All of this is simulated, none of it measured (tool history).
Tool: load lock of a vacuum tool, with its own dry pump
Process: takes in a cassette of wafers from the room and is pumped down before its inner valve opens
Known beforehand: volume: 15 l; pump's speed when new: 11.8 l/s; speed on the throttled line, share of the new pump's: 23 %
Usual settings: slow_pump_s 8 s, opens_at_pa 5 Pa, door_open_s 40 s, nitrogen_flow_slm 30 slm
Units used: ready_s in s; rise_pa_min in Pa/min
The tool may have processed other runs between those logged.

run      day  slow_pump_s  opens_at_pa  door_open_s  nitrogen_flow_slm  incoming humidity of the room's air, %  ready_s  rise_pa_min
  1    0.000            8            5           40                 30                                    42.7    19.10        0.041
  2    5.400            8            5           40                 30                                    46.4    19.08        0.040
  3   10.662            8            5           40                 30                                    44.3    19.13        0.042
  4   17.979            8            5           40                 30                                    43.4    18.97        0.046
  5   26.525            8            5           40                 30                                    47.4    19.23        0.048
  6   31.338            8            8           40                 30                                    47.5    18.35        0.046
  7   36.871            8            8           40                 30                                    46.3    18.24        0.038
  8   46.246            8            8           40                 30                                    44.5    18.23        0.040
  9   51.558            8            5           31                 30                                    45.4    18.98        0.038
 10   58.146            8            5           31                 30                                    44.8    18.83        0.046
 11   63.850            8            5           31                 30                                    45.4    19.04        0.045
 12   71.771            8            5           40                 30                                    44.3    19.12        0.037
 13   77.288            8            5           40                 30                                    44.4    19.15        0.043
 14   85.058           15            5           40                 30                                    46.4    24.46        0.044
 15   93.933           15            5           69                 30                                    46.4    24.51        0.049
 16  103.458           15            5           69                 30                                    42.7    24.48        0.047
 17  111.512            8            5           69                 30                                    49.6    19.09        0.061
 18  121.212            4           10           69                 30                                    43.3    14.97        0.051
 19  126.429            4            5           40                 30                                    42.2    16.07        0.044
 20  136.050            7            5          110                 30                                    43.9    18.39        0.062
 21  141.083            7            5          110                 30                                    45.1    18.22        0.065
 22  145.604            8            9           40                 30                                    46.1    18.20        0.041
 23  154.808            6            7           53                 33                                    47.6    16.91        0.051
 24  164.208            8            7           58                 10                                    47.4    18.54        0.075

Run 25 comes next. What will it give?
 25  169.767            8            7           58                 10                                    41.7        ?            ?

ready_s: 18.53 s
rise_pa_min: 0.061 Pa/min
Take away the tool's hidden state, keep the run-to-run variation as it was, and the same run would have given ready_s 18.52 s, rise_pa_min 0.060 Pa/min.
